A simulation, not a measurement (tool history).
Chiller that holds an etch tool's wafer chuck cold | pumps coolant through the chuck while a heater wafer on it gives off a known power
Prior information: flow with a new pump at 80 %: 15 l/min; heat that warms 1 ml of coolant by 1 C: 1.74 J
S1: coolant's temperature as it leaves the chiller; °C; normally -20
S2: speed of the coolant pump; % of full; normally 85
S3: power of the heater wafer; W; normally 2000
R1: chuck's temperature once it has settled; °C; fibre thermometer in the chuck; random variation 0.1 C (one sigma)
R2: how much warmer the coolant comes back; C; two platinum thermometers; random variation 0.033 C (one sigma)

{"run": 1, "hour": 0.0, "S1": -20, "S2": 85, "S3": 2000, "R1": -6.6, "R2": 4.28}
{"run": 2, "hour": 45.2, "S1": -20, "S2": 85, "S3": 2000, "R1": -6.7, "R2": 4.31}
{"run": 3, "hour": 90.3, "S1": -27, "S2": 85, "S3": 2000, "R1": -13.5, "R2": 4.32}
{"run": 4, "hour": 114.6, "S1": -27, "S2": 85, "S3": 2000, "R1": -13.7, "R2": 4.28}
{"run": 5, "hour": 142.4, "S1": -27, "S2": 85, "S3": 2000, "R1": -13.5, "R2": 4.35}
{"run": 6, "hour": 169.1, "S1": -27, "S2": 85, "S3": 2000, "R1": -13.7, "R2": 4.29}
{"run": 7, "hour": 191.8, "S1": -20, "S2": 97, "S3": 2000, "R1": -8.2, "R2": 3.77}
{"run": 8, "hour": 241.6, "S1": -20, "S2": 97, "S3": 2000, "R1": -8.3, "R2": 3.75}
{"run": 9, "hour": 266.0, "S1": -20, "S2": 97, "S3": 2000, "R1": -8.2, "R2": 3.79}
{"run": 10, "hour": 291.7, "S1": -16, "S2": 85, "S3": 1044, "R1": -9.1, "R2": 2.27}
{"run": 11, "hour": 338.9, "S1": -16, "S2": 85, "S3": 2894, "R1": 3.3, "R2": 6.28}
{"run": 12, "hour": 364.0, "S1": -16, "S2": 85, "S3": 2894, "R1": 3.5, "R2": 6.19}
{"run": 13, "hour": 390.5, "S1": -16, "S2": 85, "S3": 2894, "R1": 3.3, "R2": 6.27}
{"run": 14, "hour": 418.7, "S1": -16, "S2": 85, "S3": 2894, "R1": 3.4, "R2": 6.24}

Run 15, settings as shown, results not yet in. Your forecast:
{"run": 15, "hour": 443.3, "S1": -22, "S2": 63, "S3": 1770, "R1": "?", "R2": "?"}

{"run 15": {"R1": -6.1, "R2": 5.24}}
Without the tool's hidden state the same run would have given R1 -6.1 °C, R2 5.24 C.
